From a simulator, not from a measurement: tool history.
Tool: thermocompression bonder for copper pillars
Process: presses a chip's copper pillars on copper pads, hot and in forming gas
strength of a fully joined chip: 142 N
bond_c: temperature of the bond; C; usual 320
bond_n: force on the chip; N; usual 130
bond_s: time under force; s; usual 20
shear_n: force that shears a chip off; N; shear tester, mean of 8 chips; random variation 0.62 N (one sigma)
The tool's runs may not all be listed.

| run | hour | bond_c | bond_n | bond_s | shear_n |
|---|---|---|---|---|---|
| 1 | 0.0 | 320 | 130 | 20 | 77.4 |
| 2 | 31.5 | 320 | 130 | 21 | 77.9 |
| 3 | 48.9 | 320 | 130 | 20 | 75.9 |
| 4 | 80.8 | 320 | 130 | 20 | 76.9 |
| 5 | 97.0 | 320 | 130 | 20 | 75.8 |
| 6 | 131.0 | 320 | 130 | 20 | 75.3 |
| 7 | 153.3 | 320 | 130 | 20 | 73.4 |
| 8 | 176.6 | 320 | 130 | 20 | 72.9 |
|  | 180.8 | heater calibrated with a thermocouple chip |
| 9 | 212.6 | 320 | 157 | 20 | 78.9 |
| 10 | 236.5 | 297 | 151 | 40 | 84.0 |
| 11 | 264.9 | 297 | 151 | 40 | 83.3 |
|  | 278.9 | heater calibrated with a thermocouple chip, once more |
| 12 | 283.1 | 312 | 158 | 38 | 86.6 |
| 13 | 303.7 | 296 | 133 | 38 | 71.7 |

Forecast run 14:
| 14 | 321.4 | 296 | 133 | 38 | ? |

{"run 14": {"shear_n": 71.1}}
Without the tool's hidden state the same run would have given shear_n 77.1 N.
